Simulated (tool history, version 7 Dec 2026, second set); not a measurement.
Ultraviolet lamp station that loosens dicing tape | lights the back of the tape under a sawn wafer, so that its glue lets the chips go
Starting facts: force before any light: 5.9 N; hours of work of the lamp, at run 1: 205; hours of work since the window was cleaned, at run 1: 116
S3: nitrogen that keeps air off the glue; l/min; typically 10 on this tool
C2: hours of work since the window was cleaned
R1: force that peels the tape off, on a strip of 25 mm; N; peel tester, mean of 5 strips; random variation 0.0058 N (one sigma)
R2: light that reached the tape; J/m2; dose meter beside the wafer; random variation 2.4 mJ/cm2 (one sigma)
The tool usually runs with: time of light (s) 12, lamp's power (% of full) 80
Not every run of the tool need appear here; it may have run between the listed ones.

Run 1, hour 0: usual settings; hours of work of the lamp 205; C2 116. Result: R1 0.171 N, R2 2430 J/m2.
Run 2, hour 9.4: usual settings; hours of work of the lamp 210; C2 121. Result: R1 0.177 N, R2 2410 J/m2.
Run 3, hour 19.5: usual settings; hours of work of the lamp 215; C2 126. Result: R1 0.175 N, R2 2400 J/m2.
Run 4, hour 29.7: usual settings; hours of work of the lamp 220; C2 132. Result: R1 0.188 N, R2 2430 J/m2.
Run 5, hour 37.4: usual settings but S3 14 l/min; hours of work of the lamp 224; C2 136. Result: R1 0.163 N, R2 2420 J/m2.
Run 6, hour 50.5: usual settings but S3 4 l/min; hours of work of the lamp 231; C2 142. Result: R1 0.328 N, R2 2430 J/m2.
Run 7, hour 60.3: usual settings but lamp's power (% of full) 99; hours of work of the lamp 236; C2 147. Result: R1 0.132 N, R2 2910 J/m2.
Run 8, hour 68.6: usual settings but time of light (s) 7, lamp's power (% of full) 99; hours of work of the lamp 240; C2 152. Result: R1 0.373 N, R2 1700 J/m2.
Run 9, hour 84: usual settings but time of light (s) 7, lamp's power (% of full) 99; hours of work of the lamp 248; C2 159. Result: R1 0.392 N, R2 1680 J/m2.
Run 10, hour 98.2: usual settings but time of light (s) 16, lamp's power (% of full) 99; hours of work of the lamp 255; C2 167. Result: R1 0.1 N, R2 3840 J/m2.
Run 11, hour 105.6: usual settings but time of light (s) 16, lamp's power (% of full) 99; hours of work of the lamp 259; C2 170. Result: R1 0.105 N, R2 3930 J/m2.
Run 12, hour 117.3: usual settings but time of light (s) 9, lamp's power (% of full) 67, S3 3 l/min; hours of work of the lamp 265; C2 176. Result: R1 1.016 N, R2 1480 J/m2.
Run 13, hour 125.1: usual settings but time of light (s) 9, lamp's power (% of full) 67, S3 3 l/min; hours of work of the lamp 269; C2 180. Result: R1 0.98 N, R2 1490 J/m2.

Each row is a separate what-if for the run after 13, all from the same tool condition, not one after another. Results?
Run A, hour 135.9: usual settings but time of light (s) 18; hours of work of the lamp 274; C2 186. Result: R1 ?, R2 ?.
Run B, hour 135.9: usual settings but time of light (s) 7; hours of work of the lamp 274; C2 186. Result: R1 ?, R2 ?.
Run C, hour 135.9: usual settings but time of light (s) 7; hours of work of the lamp 274; C2 186. Result: R1 ?, R2 ?.
Run D, hour 135.9: usual settings but time of light (s) 9, lamp's power (% of full) 89, S3 3 l/min; hours of work of the lamp 274; C2 186. Result: R1 ?, R2 ?.
Run E, hour 135.9: usual settings but time of light (s) 13, S3 5 l/min; hours of work of the lamp 274; C2 186. Result: R1 ?, R2 ?.

run     R1    R2
  A  0.105  3490
  B  0.662  1340
  C  0.635  1330
  D  0.597  1880
  E  0.245  2500
The same runs, with their run-to-run variation unchanged, on a tool lacking any hidden condition would have given:
run     R1    R2
  A  0.097  4030
  B  0.488  1550
  C  0.466  1540
  D  0.438  2180
  E  0.179  2890
